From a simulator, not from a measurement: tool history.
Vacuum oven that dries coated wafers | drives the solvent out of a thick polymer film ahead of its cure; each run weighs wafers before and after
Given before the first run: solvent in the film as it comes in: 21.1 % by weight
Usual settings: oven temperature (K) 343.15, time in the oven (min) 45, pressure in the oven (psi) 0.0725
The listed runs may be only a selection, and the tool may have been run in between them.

| run | day | oven temperature (K) | time in the oven (min) | pressure in the oven (psi) | solvent left in the film (%) |
|---|---|---|---|---|---|
| 1 | 0 | 343.15 | 45 | 0.0725 | 2.21 |
| 2 | 0.55 | 343.15 | 45 | 0.0725 | 2.04 |
| 3 | 1.546 | 343.15 | 45 | 0.0725 | 2.17 |
| 4 | 2.342 | 343.15 | 45 | 0.0725 | 2.21 |
| 5 | 3.029 | 343.15 | 45 | 0.0725 | 2.25 |
| 6 | 3.779 | 349.15 | 45 | 0.0725 | 0.99 |
| 7 | 4.571 | 343.15 | 45 | 0.0725 | 2.09 |
| 8 | 5.525 | 343.15 | 45 | 0.0725 | 2.15 |
| 9 | 6.333 | 343.15 | 45 | 0.0725 | 2.28 |
| 10 | 6.85 | 353.15 | 45 | 0.0725 | 0.56 |
| 11 | 7.504 | 353.15 | 45 | 0.0725 | 0.67 |
| 12 | 8.162 | 353.15 | 45 | 0.0725 | 0.59 |
| 13 | 8.912 | 343.15 | 45 | 0.0725 | 2.18 |
| 14 | 9.421 | 343.15 | 45 | 0.0725 | 2.28 |
| 15 | 10.442 | 343.15 | 45 | 0.0725 | 2.25 |
| 16 | 11.454 | 343.15 | 45 | 0.0725 | 2.32 |
| 17 | 12.217 | 343.15 | 45 | 0.0725 | 2.26 |
| 18 | 12.904 | 343.15 | 45 | 0.0725 | 2.28 |
| 19 | 13.833 | 343.15 | 45 | 0.0725 | 2.24 |
| 20 | 14.571 | 343.15 | 45 | 0.0725 | 2.33 |
| 21 | 15.167 | 343.15 | 67 | 0.0725 | 0.97 |
| 22 | 15.904 | 343.15 | 56 | 0.0725 | 1.36 |
| 23 | 16.758 | 343.15 | 38 | 0.0725 | 3.1 |
| 24 | 17.212 | 347.15 | 45 | 0.2635 | 1.8 |
| 25 | 18.025 | 343.15 | 45 | 0.0461 | 2.26 |
| 26 | 18.654 | 343.15 | 40 | 0.047 | 2.72 |
| 27 | 19.179 | 345.15 | 23 | 0.047 | 5.45 |
| 28 | 19.792 | 345.15 | 23 | 0.047 | 5.28 |
| 29 | 20.333 | 353.15 | 54 | 0.047 | 0.38 |
| 30 | 21.258 | 353.15 | 54 | 0.047 | 0.35 |
| 31 | 22.192 | 354.15 | 53 | 0.047 | 0.26 |
|  | 22.5 | oven's thermocouples calibrated |
| 32 | 23.125 | 343.15 | 31 | 0.0889 | 3.7 |
| 33 | 23.979 | 343.15 | 73 | 0.1472 | 0.77 |
| 34 | 25.05 | 343.15 | 73 | 0.1917 | 0.9 |
| 35 | 25.546 | 343.15 | 73 | 0.1917 | 0.82 |
| 36 | 26.167 | 343.15 | 73 | 0.1917 | 0.78 |
| 37 | 27.162 | 335.15 | 45 | 0.1756 | 4.24 |
| 38 | 27.883 | 343.15 | 63 | 0.2167 | 1.12 |
| 39 | 28.946 | 330.15 | 80 | 0.0725 | 2.53 |
| 40 | 29.421 | 348.15 | 45 | 0.0725 | 1 |
| 41 | 30.183 | 348.15 | 45 | 0.0725 | 0.96 |
| 42 | 30.733 | 329.15 | 43 | 0.1401 | 6.52 |
| 43 | 31.6 | 329.15 | 43 | 0.1401 | 6.64 |
| 44 | 32.583 | 355.15 | 62 | 0.1545 | 0.29 |
| 45 | 33.246 | 355.15 | 62 | 0.1545 | 0.3 |
| 46 | 34.271 | 351.15 | 62 | 0.264 | 0.52 |

Each row is a separate what-if for the run after 46, all from the same tool condition, not one after another. Results?
| A | 35.262 | 330.15 | 49 | 0.1466 | ? |
| B | 35.262 | 343.15 | 32 | 0.0725 | ? |
| C | 35.262 | 337.15 | 75 | 0.1646 | ? |
| D | 35.262 | 355.15 | 39 | 0.1935 | ? |

| run | solvent left in the film (%) |
|---|---|
| A | 5.46 |
| B | 3.5 |
| C | 1.56 |
| D | 0.63 |
Take away the tool's hidden state, keep each run's random variation, and the runs would have read:
| run | solvent left in the film (%) |
|---|---|
| A | 5.28 |
| B | 3.38 |
| C | 1.42 |
| D | 0.56 |
